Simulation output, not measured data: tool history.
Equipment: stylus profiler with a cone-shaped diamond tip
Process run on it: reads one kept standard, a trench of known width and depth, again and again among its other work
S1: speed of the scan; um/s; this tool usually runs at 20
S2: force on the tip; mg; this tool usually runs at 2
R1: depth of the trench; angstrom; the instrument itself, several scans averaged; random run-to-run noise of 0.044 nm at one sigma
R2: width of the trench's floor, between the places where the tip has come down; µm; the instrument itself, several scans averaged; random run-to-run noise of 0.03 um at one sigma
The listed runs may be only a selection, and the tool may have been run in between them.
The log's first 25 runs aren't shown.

Run 26, hour 2102.4: usual settings but S1 27 um/s, S2 4.99 mg. Result: R1 2031.6 angstrom, R2 24.72 µm.
Run 27, hour 2164.2: usual settings but S1 9 um/s, S2 3.74 mg. Result: R1 2025.3 angstrom, R2 24.74 µm.
At hour 2198.1: new tip fitted, height scale calibrated.
Run 28, hour 2223.7: usual settings but S1 47 um/s, S2 4.68 mg. Result: R1 2038.5 angstrom, R2 27.03 µm.
Run 29, hour 2314.9: usual settings but S1 22 um/s, S2 1.37 mg. Result: R1 2016.3 angstrom, R2 26.88 µm.
At hour 2325: height scale calibrated on a step standard.
Run 30, hour 2432.5: usual settings but S1 14 um/s, S2 1.74 mg. Result: R1 2018.5 angstrom, R2 26.8 µm.
Run 31, hour 2527.2: usual settings but S1 14 um/s, S2 1.74 mg. Result: R1 2018.2 angstrom, R2 26.6 µm.
Run 32, hour 2606.3: usual settings but S1 14 um/s, S2 1.74 mg. Result: R1 2017.8 angstrom, R2 26.41 µm.
Run 33, hour 2674.2: usual settings but S1 14 um/s, S2 1.74 mg. Result: R1 2016.8 angstrom, R2 26.33 µm.
Run 34, hour 2746.9: usual settings but S2 1.4 mg. Result: R1 2014.7 angstrom, R2 26.32 µm.
Run 35, hour 2833.1: usual settings but S2 1.4 mg. Result: R1 2014.4 angstrom, R2 26.16 µm.
Run 36, hour 2892: usual settings but S1 15 um/s. Result: R1 2019.2 angstrom, R2 26.03 µm.
Run 37, hour 2952.8: usual settings but S1 15 um/s. Result: R1 2018.5 angstrom, R2 25.95 µm.
At hour 3006.7: height scale calibrated on a step standard, once more.
Run 38, hour 3063: usual settings but S1 11 um/s, S2 1.47 mg. Result: R1 2017.9 angstrom, R2 25.91 µm.
Run 39, hour 3161.1: usual settings but S1 48 um/s, S2 3.02 mg. Result: R1 2027.6 angstrom, R2 25.6 µm.
Run 40, hour 3244.1: usual settings but S1 29 um/s, S2 0.75 mg. Result: R1 2011.1 angstrom, R2 25.5 µm.
Run 41, hour 3316.1: usual settings but S1 12 um/s, S2 3 mg. Result: R1 2027.1 angstrom, R2 25.56 µm.
Run 42, hour 3406.6: usual settings but S1 12 um/s, S2 3 mg. Result: R1 2027.5 angstrom, R2 25.47 µm.
Run 43, hour 3513.2: usual settings but S1 7 um/s, S2 5.3 mg. Result: R1 2040 angstrom, R2 25.43 µm.
Run 44, hour 3603.2: usual settings but S1 9 um/s, S2 2.37 mg. Result: R1 2021.9 angstrom, R2 25.31 µm.
Run 45, hour 3674.9: usual settings but S1 9 um/s, S2 2.37 mg. Result: R1 2022 angstrom, R2 25.18 µm.

Each row is a separate what-if for the run after 45, all from the same tool condition, not one after another. Results?
Run A, hour 3779.4: usual settings but S1 47 um/s, S2 0.88 mg. Result: R1 ?, R2 ?.
Run B, hour 3779.4: usual settings but S1 23 um/s, S2 3.11 mg. Result: R1 ?, R2 ?.
Run C, hour 3779.4: usual settings but S1 14 um/s, S2 0.67 mg. Result: R1 ?, R2 ?.
Run D, hour 3779.4: usual settings but S1 10 um/s, S2 2.56 mg. Result: R1 ?, R2 ?.
Run E, hour 3779.4: usual settings but S1 21 um/s, S2 5.33 mg. Result: R1 ?, R2 ?.

run      R1     R2
  A  2009.1  24.86
  B  2026.4  25.06
  C  2007.6  25.04
  D  2022.1  25.06
  E  2038.8  25.04
Without the tool's hidden state the same runs would have given:
run      R1     R2
  A  2012.2  26.93
  B  2029.5  27.13
  C  2010.7  27.11
  D  2025.2  27.13
  E  2041.9  27.11

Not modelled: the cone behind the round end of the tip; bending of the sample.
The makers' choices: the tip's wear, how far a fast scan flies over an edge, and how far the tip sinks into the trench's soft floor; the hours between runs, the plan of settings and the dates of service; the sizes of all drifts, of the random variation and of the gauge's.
